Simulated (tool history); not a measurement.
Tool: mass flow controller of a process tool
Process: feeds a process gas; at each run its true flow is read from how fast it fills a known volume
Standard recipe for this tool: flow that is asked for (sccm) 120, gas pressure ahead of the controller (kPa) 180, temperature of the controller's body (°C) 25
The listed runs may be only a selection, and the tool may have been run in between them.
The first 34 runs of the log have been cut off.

run,hour,flow that is asked for (sccm),gas pressure ahead of the controller (kPa),temperature of the controller's body (°C),hours of work since the controller was set to zero,hours of work since the controller was changed,true flow (%)
35,8683.8,63,147,24,645,3687,97.49
36,8911.2,98,191,26,736,3778,98.15
37,9084.6,123,273,26,806,3848,98.71
38,9305.3,123,273,26,895,3936,98.67
39,9664.4,42,142,21,1039,4080,96.76
40,9906.6,42,142,21,1136,4178,96.79
41,10217.5,55,205,25,1261,4302,97.42
42,10527.9,42,157,23,1385,4427,96.77
43,10783.1,42,157,23,1488,4530,96.76

Branching from run 43: 3 alternative next runs. What would each branch give?
A,10990.5,40,147,34,1571,4613,?
B,10990.5,31,197,25,1571,4613,?
C,10990.5,120,203,21,1571,4613,?

run,true flow (%)
A,97.60
B,96.53
C,97.84
Without the tool's unlogged condition, the same runs would have read:
run,true flow (%)
A,98.91
B,98.02
C,98.73

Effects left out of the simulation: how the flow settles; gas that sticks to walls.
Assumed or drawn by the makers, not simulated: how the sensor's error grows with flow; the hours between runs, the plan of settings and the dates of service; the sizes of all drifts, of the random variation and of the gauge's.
